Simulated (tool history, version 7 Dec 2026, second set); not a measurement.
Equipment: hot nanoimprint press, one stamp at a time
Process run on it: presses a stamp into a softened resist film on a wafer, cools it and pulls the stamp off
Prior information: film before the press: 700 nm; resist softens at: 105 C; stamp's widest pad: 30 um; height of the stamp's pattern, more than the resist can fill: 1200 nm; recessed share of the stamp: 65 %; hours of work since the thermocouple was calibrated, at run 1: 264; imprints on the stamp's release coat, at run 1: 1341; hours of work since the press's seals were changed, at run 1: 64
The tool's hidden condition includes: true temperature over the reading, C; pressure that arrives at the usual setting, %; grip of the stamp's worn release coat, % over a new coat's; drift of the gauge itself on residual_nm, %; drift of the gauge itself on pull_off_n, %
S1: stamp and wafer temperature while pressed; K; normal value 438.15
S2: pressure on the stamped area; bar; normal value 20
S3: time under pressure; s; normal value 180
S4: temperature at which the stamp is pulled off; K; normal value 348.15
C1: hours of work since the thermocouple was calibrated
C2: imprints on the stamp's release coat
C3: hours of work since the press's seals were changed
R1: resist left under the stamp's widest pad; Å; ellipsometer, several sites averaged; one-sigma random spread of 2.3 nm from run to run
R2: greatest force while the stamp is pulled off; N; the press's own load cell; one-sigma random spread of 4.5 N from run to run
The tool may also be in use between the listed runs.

run   hour      S1    S2   S3      S4   C1    C2   C3    R1   R2
  1      0  438.15    20  180  348.15  264  1341   64  4012  249
  2     14  438.15  19.1  180  348.15  270  1387   70  4108  243
  3   32.9  438.15  19.1  180  348.15  278  1449   78  4082  255
  4   54.8  450.15    20  180  348.15  288  1520   87  2239  260
  5     71  438.15    20  180  348.15  295  1573   95  4027  251
  6     80  438.15    20  121  348.15  299  1602   98  4497  253
  7   91.4  438.15    20  121  348.15  304  1639  103  4586  259
  8  104.4  438.15    20  121  348.15  310  1681  109  4547  255
  9  115.1  438.15    20  121  348.15  314  1716  114  4565  268
 10  129.3  438.15    20  121  348.15  320  1762  120  4608  267
 11    150  438.15    20  121  348.15  329  1830  129  4585  259
 12    164  444.15  26.2  164  355.15  335  1875  135  2815  227
 13    173  444.15  26.2  164  355.15  339  1905  139  2794  222
 14  193.7  432.15  26.2  353  347.15  348  1972  148  3937  270
 15  212.1  438.15  24.5  167  348.15  356  2032  156  3931  259
     216.2  -- plate thermocouple calibrated
 16  224.4  438.15    20  114  349.15    4  2062  160  4914  258
 17  244.3  426.15    20  131  349.15   12  2127  169  6540  262
     253.4  -- stamp cleaned and given a new release coat
 18  269.1  426.15    20  131  349.15   20    51  177  6526  237
     275.4  -- plate thermocouple calibrated, once more
 19    291  447.15  19.8  180  348.15    7   113  185  2450  219
 20  300.7  447.15  15.8  180  339.15   11   145  189  2765  261
 21  313.8  439.15  12.1  182  343.15   17   187  195  4333  235

Had the tool no unlogged condition, and each run kept its random variation, what would the results have been?
run    R1   R2
  1  3766  221
  2  3856  215
  3  3824  224
  4  2085  228
  5  3754  218
  6  4224  221
  7  4303  225
  8  4262  221
  9  4275  231
 10  4310  229
 11  4281  221
 12  2574  193
 13  2551  188
 14  3577  228
 15  3594  218
 16  4374  213
 17  6223  215
 18  6207  225
 19  2450  218
 20  2767  259
 21  4339  232
